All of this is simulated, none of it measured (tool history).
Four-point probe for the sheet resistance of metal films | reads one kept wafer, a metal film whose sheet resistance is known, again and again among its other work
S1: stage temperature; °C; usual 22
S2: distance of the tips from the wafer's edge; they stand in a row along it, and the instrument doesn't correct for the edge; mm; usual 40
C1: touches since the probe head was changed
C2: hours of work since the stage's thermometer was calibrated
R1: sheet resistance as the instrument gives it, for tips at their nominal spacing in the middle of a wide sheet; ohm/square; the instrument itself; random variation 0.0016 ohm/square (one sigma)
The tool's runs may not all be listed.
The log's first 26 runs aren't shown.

run,hour,S1,S2,C1,C2,R1
27,280.1,22,5,8004,394,8.491908
28,290.8,20,32,8610,402,8.2376
29,299.4,26,56,9094,409,8.2003
30,306,30,40,9469,413,8.184007
31,318.7,30,40,10187,423,8.187702
32,325.6,25,34,10571,428,8.211923
33,340.5,29,4,11416,439,8.608195
34,347.8,21,70,11824,444,8.222733
35,361.3,21,70,12591,454,8.229313
36,369.2,20,5,13034,460,8.507033
37,382,20,5,13755,469,8.504069
38,392.1,21,30,14328,476,8.235795
39,400.5,21,30,14800,483,8.236422
40,411.1,19,11,15401,490,8.299449
41,425.9,20,13,16235,501,8.274333
42,433.1,20,13,16638,506,8.278223
43,441.6,20,16,17118,513,8.258344
44,449.2,20,16,17546,518,8.262015
45,457.7,24,37,18028,524,8.221778
46,473.1,24,37,18895,536,8.221856

Forecast each of these 3 alternatives for the next run:
A,479.3,23,6,19249,540,?
B,479.3,23,45,19249,540,?
C,479.3,22,40,19249,540,?

run,R1
A,8.415602
B,8.222879
C,8.228475
Without the tool's hidden state the same runs would have given:
run,R1
A,8.433857
B,8.240748
C,8.246356
